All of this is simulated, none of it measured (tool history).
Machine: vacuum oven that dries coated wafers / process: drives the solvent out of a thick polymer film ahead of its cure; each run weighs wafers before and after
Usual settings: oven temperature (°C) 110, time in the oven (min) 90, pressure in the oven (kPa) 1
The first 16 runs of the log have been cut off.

| run | hour | oven temperature (°C) | time in the oven (min) | pressure in the oven (kPa) | hours of work since the thermocouples were calibrated | hours of work since the vacuum gauge was cleaned of residue | solvent left in the film (%) |
|---|---|---|---|---|---|---|---|
| 17 | 162.9 | 99 | 90 | 1 | 533 | 135 | 7.45 |
| 18 | 173.8 | 99 | 90 | 1 | 541 | 144 | 7.4 |
| 19 | 179.7 | 99 | 90 | 1 | 546 | 148 | 7.41 |
| 20 | 187.8 | 99 | 90 | 1 | 552 | 155 | 7.38 |
|  | 190.5 | vacuum gauge cleaned of residue and calibrated |
| 21 | 199.7 | 99 | 90 | 1 | 561 | 7 | 7.49 |
| 22 | 207.4 | 99 | 90 | 1 | 567 | 13 | 7.37 |
| 23 | 213.8 | 103 | 61 | 0.96 | 572 | 18 | 7.86 |
| 24 | 225 | 107 | 155 | 2.85 | 581 | 27 | 6.95 |
| 25 | 234.7 | 103 | 46 | 0.58 | 588 | 35 | 8.83 |
| 26 | 241.5 | 110 | 107 | 1 | 594 | 40 | 2.9 |

Run 27 comes next. What will it give?
|  | 249 | vacuum gauge cleaned of residue and calibrated, once more |
| 27 | 256.2 | 98 | 101 | 2.38 | 604 | 6 | ? |

solvent left in the film (%): 10.87
Were there no unlogged condition in the tool, this run, its random variation unchanged, would have produced solvent left in the film (%) 10.24.
